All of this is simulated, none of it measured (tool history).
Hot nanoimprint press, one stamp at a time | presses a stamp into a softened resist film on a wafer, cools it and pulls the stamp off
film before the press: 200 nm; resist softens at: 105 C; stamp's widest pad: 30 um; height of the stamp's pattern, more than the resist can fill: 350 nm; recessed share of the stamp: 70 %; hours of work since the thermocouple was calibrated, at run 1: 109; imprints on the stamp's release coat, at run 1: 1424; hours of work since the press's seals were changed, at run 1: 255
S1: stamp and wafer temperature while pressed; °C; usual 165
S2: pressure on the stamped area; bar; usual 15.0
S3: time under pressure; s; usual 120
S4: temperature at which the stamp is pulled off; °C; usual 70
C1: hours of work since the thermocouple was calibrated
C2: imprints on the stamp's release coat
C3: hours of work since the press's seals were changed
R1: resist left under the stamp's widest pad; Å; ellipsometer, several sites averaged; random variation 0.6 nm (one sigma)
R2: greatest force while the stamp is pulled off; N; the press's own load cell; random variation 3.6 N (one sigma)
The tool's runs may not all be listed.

run     day   S1    S2   S3  S4   C1    C2   C3    R1   R2
  1   0.000  165  15.0  120  70  109  1424  255  1021  169
  2   0.596  165  15.0  120  70  119  1471  264  1019  182
  3   1.858  165  15.0  120  70  138  1570  284  1022  182
  4   2.654  165  15.0  120  70  150  1633  296  1015  175
  5   4.000  165  15.0  120  70  171  1739  317  1018  181
  6   4.762  172  15.0  120  70  183  1799  329   837  177
  7   5.892  172  15.0  120  70  200  1887  346   833  180
      7.142  -- stamp cleaned and given a new release coat
  8   7.388  165  15.0  120  56  219    19  365  1016  211
  9   8.121  165  15.0  120  56  231    77  377  1026  209
 10   8.967  165  15.0  120  70  244   143  390  1021  172
 11  10.342  157  15.0  120  70  265   251  411  1284  172
 12  11.117  165  15.7  120  70  277   312  423   999  178
 13  12.017  165  15.7  120  74  291   383  437  1005  171
 14  13.283  165  15.0  120  70  310   483  456  1031  180
 15  14.300  165  15.0   89  70  326   562  472  1138  171
 16  15.392  170  15.0   73  70  343   648  489  1065  187
 17  16.362  159  15.3  120  70  358   725  504  1200  178
 18  17.467  162  14.5  237  70  375   811  521   903  179
 19  18.546  177  13.0  179  72  392   896  537   672  176
 20  19.792  177  13.0  179  72  411   994  557   660  169
 21  20.971  177  13.0  179  72  429  1087  575   678  169
 22  21.654  177  13.0  179  72  440  1141  585   679  168
 23  22.404  165  10.7   70  76  451  1199  597  1391  164
     23.600  -- plate thermocouple calibrated
 24  23.912  165  15.0  120  65    5  1308  618  1037  189
 25  25.142  169   9.1  201  68   24  1405  637   968  180
 26  26.079  169   9.7  201  74   38  1479  652   934  164
 27  27.458  169   9.7   73  74   60  1587  673  1287  164
 28  28.167  177   9.7   73  74   71  1643  684  1084  171
 29  29.312  160  17.2  109  70   88  1733  702  1170  172

Hidden state or all else? Some run-to-run changes of R1, split into what the settings, what came in and random variation would give without the hidden state, and what is left for the hidden state (with any gauge scatter that isn't in both results):
The hidden state here: true temperature over the reading, C; pressure that arrives at the usual setting, %; grip of the stamp's worn release coat, % over a new coat's; drift of the gauge itself on residual_nm, %; drift of the gauge itself on pull_off_n, %.
Run 22 -> 23: S1 177 -> 165, S2 13.0 -> 10.7, S3 179 -> 70, S4 72 -> 76. R1 +712 Å: hidden state +14, all else +698.
Run 23 -> 24: S2 10.7 -> 15.0, S3 70 -> 120, S4 76 -> 65, plate thermocouple calibrated. R1 -354 Å: hidden state -6, all else -348.
Run 26 -> 27: S3 201 -> 73. R1 +353 Å: hidden state +9, all else +344.
